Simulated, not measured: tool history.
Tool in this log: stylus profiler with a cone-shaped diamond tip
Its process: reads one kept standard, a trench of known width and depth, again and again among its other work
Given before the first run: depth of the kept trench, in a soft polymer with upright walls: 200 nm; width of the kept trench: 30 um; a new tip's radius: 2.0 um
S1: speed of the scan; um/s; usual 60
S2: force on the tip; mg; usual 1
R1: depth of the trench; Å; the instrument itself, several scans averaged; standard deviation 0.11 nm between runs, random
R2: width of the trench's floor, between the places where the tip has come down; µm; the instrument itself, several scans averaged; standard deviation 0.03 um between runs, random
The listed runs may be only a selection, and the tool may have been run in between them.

run	day	S1	S2	R1	R2
1	0	60	1	2004.6	27.6
2	0.829	60	1	2004.8	27.6
3	1.246	60	1	2005.1	27.58
4	1.871	60	1	2003.9	27.56
# day 1.946: height scale calibrated on a step standard
5	2.679	60	1	2003.5	27.68
6	3.429	60	1	2003.4	27.57
7	4.075	21	1	2004.4	27.86
8	4.85	61	1	2002.5	27.57
# day 5.175: height scale calibrated on a step standard, once more
9	5.588	60	2.06	2013.5	27.73
10	6.096	161	0.62	2004.7	26.58
11	6.929	48	1.08	2008.6	27.67
12	7.725	72	1.08	2008.2	27.45
13	8.558	30	1.08	2008	27.76

Below are 5 alternative next runs, each starting from the tool's condition after run 13. Predict each:
A	9.429	15	0.89	?	?
B	9.429	173	2.52	?	?
C	9.429	60	1.28	?	?
D	9.429	160	1.75	?	?
E	9.429	38	1.97	?	?

run	R1	R2
A	2005.5	27.89
B	2013.8	27.2
C	2009.8	27.58
D	2011.2	27.08
E	2010.7	27.78
Without the tool's unlogged condition, the same runs would have read:
run	R1	R2
A	2005.5	28.16
B	2013.8	27.47
C	2009.8	27.86
D	2011.2	27.36
E	2010.8	28.06
